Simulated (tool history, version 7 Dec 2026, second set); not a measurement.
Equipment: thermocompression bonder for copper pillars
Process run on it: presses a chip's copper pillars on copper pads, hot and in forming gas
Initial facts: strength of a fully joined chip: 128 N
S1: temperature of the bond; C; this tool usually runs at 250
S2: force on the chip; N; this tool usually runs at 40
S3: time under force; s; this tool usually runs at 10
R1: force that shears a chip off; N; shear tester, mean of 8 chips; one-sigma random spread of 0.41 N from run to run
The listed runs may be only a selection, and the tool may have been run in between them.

run 1 hour=0 | S1=250 S2=40 S3=10 | R1=63.5
run 2 hour=12.2 | S1=244 S2=40 S3=10 | R1=58
run 3 hour=27 | S1=252 S2=40 S3=10 | R1=64.5
run 4 hour=43.3 | S1=252 S2=40 S3=10 | R1=63.8
run 5 hour=58.2 | S1=252 S2=40 S3=10 | R1=64.1
run 6 hour=73.1 | S1=250 S2=40 S3=13 | R1=67.9
run 7 hour=82.1 | S1=268 S2=40 S3=10 | R1=76.7
run 8 hour=95.8 | S1=250 S2=40 S3=10 | R1=61.3
run 9 hour=112.6 | S1=250 S2=40 S3=10 | R1=61.1
run 10 hour=120.3 | S1=250 S2=40 S3=10 | R1=61.3
run 11 hour=132.3 | S1=250 S2=40 S3=10 | R1=62
run 12 hour=143.5 | S1=250 S2=50 S3=10 | R1=69.4
run 13 hour=151.3 | S1=250 S2=40 S3=10 | R1=59.9
run 14 hour=163.4 | S1=250 S2=40 S3=10 | R1=60.3
-- hour=172.6 forming gas filter changed
run 15 hour=177.5 | S1=250 S2=40 S3=10 | R1=64.1
run 16 hour=189.8 | S1=250 S2=40 S3=10 | R1=64.2
run 17 hour=197.6 | S1=250 S2=40 S3=10 | R1=63.7
run 18 hour=209.2 | S1=250 S2=40 S3=10 | R1=63.4
run 19 hour=222 | S1=250 S2=40 S3=11 | R1=65.2
run 20 hour=231.7 | S1=250 S2=40 S3=11 | R1=65.4
run 21 hour=239 | S1=246 S2=57 S3=11 | R1=76.1
run 22 hour=255 | S1=246 S2=57 S3=11 | R1=75.9
run 23 hour=270.9 | S1=250 S2=35 S3=10 | R1=58.3
run 24 hour=284.5 | S1=276 S2=50 S3=14 | R1=100.4
run 25 hour=297 | S1=243 S2=32 S3=17 | R1=58.9
run 26 hour=306.1 | S1=243 S2=32 S3=17 | R1=59.2
run 27 hour=316.7 | S1=243 S2=32 S3=17 | R1=58.5
run 28 hour=329.4 | S1=254 S2=32 S3=6 | R1=47.2
run 29 hour=342.2 | S1=247 S2=36 S3=17 | R1=66.6
run 30 hour=356.2 | S1=247 S2=36 S3=17 | R1=66.3
run 31 hour=367.8 | S1=247 S2=36 S3=17 | R1=65.8
run 32 hour=378.6 | S1=249 S2=31 S3=22 | R1=67.7
run 33 hour=394.8 | S1=249 S2=31 S3=22 | R1=67.3
run 34 hour=407.9 | S1=237 S2=48 S3=16 | R1=66.8
run 35 hour=415.1 | S1=249 S2=40 S3=18 | R1=72.2
run 36 hour=427.9 | S1=229 S2=30 S3=5 | R1=26.3
run 37 hour=436.7 | S1=229 S2=30 S3=5 | R1=26.2
run 38 hour=452.6 | S1=250 S2=40 S3=7 | R1=52.7
run 39 hour=463 | S1=223 S2=43 S3=22 | R1=55.3

Predict each of these 4 candidate next runs independently; none follows another, all start after run 39:
run A hour=476.1 | S1=250 S2=30 S3=10 | R1=?
run B hour=476.1 | S1=274 S2=29 S3=16 | R1=?
run C hour=476.1 | S1=273 S2=26 S3=18 | R1=?
run D hour=476.1 | S1=277 S2=38 S3=7 | R1=?

run=A R1=49.6
run=B R1=76.6
run=C R1=74.2
run=D R1=71.7
What these runs would have given with no unlogged condition in the tool:
run=A R1=55.8
run=B R1=84.8
run=C R1=82.3
run=D R1=79.6
